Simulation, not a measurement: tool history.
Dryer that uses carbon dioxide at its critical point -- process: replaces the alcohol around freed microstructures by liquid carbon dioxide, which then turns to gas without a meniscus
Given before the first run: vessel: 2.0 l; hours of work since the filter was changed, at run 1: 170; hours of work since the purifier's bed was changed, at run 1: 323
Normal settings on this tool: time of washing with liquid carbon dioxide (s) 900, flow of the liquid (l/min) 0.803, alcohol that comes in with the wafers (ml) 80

run,hour,time of washing with liquid carbon dioxide (s),flow of the liquid (l/min),alcohol that comes in with the wafers (ml),hours of work since the filter was changed,hours of work since the purifier's bed was changed,alcohol left in the vessel before it's heated (ppm by volume)
1,0.0,900,0.803,80,170,323,328
# hour 16.3: inlet filter changed
2,24.6,900,0.803,80,4,334,143
3,55.1,900,0.803,80,17,347,152
4,74.3,900,0.803,80,26,355,168
5,94.7,900,0.803,80,35,364,173
6,133.1,900,0.803,80,51,381,190
7,155.9,900,0.803,80,61,391,199
8,180.9,900,1.273,80,72,402,36
9,200.0,900,1.273,80,81,411,41
10,221.3,900,1.273,80,90,420,43
11,256.8,900,0.803,80,106,436,248
12,292.2,900,0.803,80,121,451,270
13,316.8,900,0.803,80,132,462,283
14,351.3,900,0.803,35,147,477,147
15,369.7,900,0.739,80,155,485,441
16,400.5,900,0.803,80,169,499,332
# hour 421.1: inlet filter changed
17,422.9,900,0.803,80,1,508,155
18,451.2,900,0.803,80,13,521,155
19,473.7,900,0.803,60,23,531,139
20,503.8,900,0.803,80,36,544,186
21,524.5,900,0.803,80,45,553,179
22,541.5,780,0.803,80,53,561,375
23,576.8,1260,0.696,23,69,576,61
24,597.7,900,0.803,102,78,585,266
25,628.4,900,0.803,102,91,599,297
26,644.3,900,0.803,32,98,606,127
27,678.5,900,0.803,32,113,621,130
28,696.8,900,0.803,32,121,629,131
29,728.1,720,0.959,41,135,643,208
30,754.8,720,0.959,41,147,654,219
31,789.2,900,0.803,39,162,670,185
32,816.1,900,0.803,39,174,681,192
# hour 825.0: inlet filter changed
33,851.4,540,0.803,20,12,697,380
34,876.2,540,0.803,20,23,707,387
35,914.5,540,0.803,20,39,724,401
36,932.8,1080,0.551,22,47,732,158
37,949.5,1080,0.551,22,55,740,162
38,983.5,1140,0.803,34,70,755,66
39,1004.3,780,0.803,49,79,764,284
40,1026.8,780,0.803,49,89,774,297
41,1051.0,600,0.803,62,99,784,964
42,1078.6,900,0.803,41,112,796,168
43,1113.1,900,0.803,32,127,812,150
44,1129.7,900,1.070,107,134,819,114

For each entry between runs, how does the tool's hidden state at the last listed run before it compare with that at the first listed run after it?
After run 1, before run 2: inlet filter changed (hour 16.3)
  flow that reaches the vessel past the clogged filter, %: 84.1 -> 99.6; alcohol in the recycled carbon dioxide, ppm: 23 -> 23.5
  difference, measured minus the result without the unlogged condition, alcohol left in the vessel before it's heated (ppm by volume): +198 -> +21
After run 16, before run 17: inlet filter changed (hour 421.1)
  flow that reaches the vessel past the clogged filter, %: 84.5 -> 99.7; alcohol in the recycled carbon dioxide, ppm: 32.9 -> 33.4
  difference, measured minus the result without the unlogged condition, alcohol left in the vessel before it's heated (ppm by volume): +208 -> +32
After run 32, before run 33: inlet filter changed (hour 825.0)
  flow that reaches the vessel past the clogged filter, %: 83.9 -> 98.9; alcohol in the recycled carbon dioxide, ppm: 43 -> 43.8
  difference, measured minus the result without the unlogged condition, alcohol left in the vessel before it's heated (ppm by volume): +132 -> +53
